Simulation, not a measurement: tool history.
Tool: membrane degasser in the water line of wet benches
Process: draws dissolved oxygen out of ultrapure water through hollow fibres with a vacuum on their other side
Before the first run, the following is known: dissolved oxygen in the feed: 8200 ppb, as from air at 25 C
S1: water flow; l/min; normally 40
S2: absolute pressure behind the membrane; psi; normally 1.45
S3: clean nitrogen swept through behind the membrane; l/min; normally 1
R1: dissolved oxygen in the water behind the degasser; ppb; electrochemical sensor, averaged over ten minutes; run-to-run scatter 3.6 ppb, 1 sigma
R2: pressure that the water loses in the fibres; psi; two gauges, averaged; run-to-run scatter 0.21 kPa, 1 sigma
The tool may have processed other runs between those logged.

Run 1, hour 0: usual settings. Result: R1 535.2 ppb, R2 6.971 psi.
Run 2, hour 41.6: usual settings. Result: R1 539.1 ppb, R2 6.92 psi.
Run 3, hour 89.1: usual settings but S3 1.18 l/min. Result: R1 474.5 ppb, R2 6.984 psi.
Run 4, hour 116.4: usual settings but S3 1.18 l/min. Result: R1 470 ppb, R2 7.007 psi.
Run 5, hour 164.4: usual settings but S3 1.18 l/min. Result: R1 476.1 ppb, R2 6.982 psi.
Run 6, hour 191.1: usual settings but S3 1.18 l/min. Result: R1 475.8 ppb, R2 7.002 psi.
Run 7, hour 230.9: usual settings but S1 41 l/min, S2 1.52 psi, S3 1.31 l/min. Result: R1 475.4 ppb, R2 7.161 psi.
Run 8, hour 256.5: usual settings but S1 41 l/min, S2 1.52 psi, S3 1.31 l/min. Result: R1 474.9 ppb, R2 7.152 psi.
Run 9, hour 284.4: usual settings but S1 41 l/min, S2 1.52 psi, S3 1.31 l/min. Result: R1 477.9 ppb, R2 7.123 psi.
Run 10, hour 324.2: usual settings but S1 46 l/min, S2 1.52 psi, S3 0.49 l/min. Result: R1 1028.1 ppb, R2 8.064 psi.
Run 11, hour 369.8: usual settings but S1 42 l/min, S2 1.52 psi, S3 0.4 l/min. Result: R1 1084.9 ppb, R2 7.307 psi.

Below, some changes in R1 between adjacent runs. For each, the amount present without the hidden state too (settings, incoming material, random variation) and the amount remaining for the hidden state with gauge scatter not shared by both compared results:
Hidden state present: membrane still open, %; true pressure behind the membrane over the reading, kPa; air that leaks in behind the membrane, l/min; drift of the gauge itself on oxygen_ppb, %; drift of the gauge itself on loss_of_pressure_kpa, %.
Run 9 -> 10: S1 41 -> 46, S3 1.31 -> 0.49. R1 +550.2 ppb: hidden state +10.1, all else +540.1.
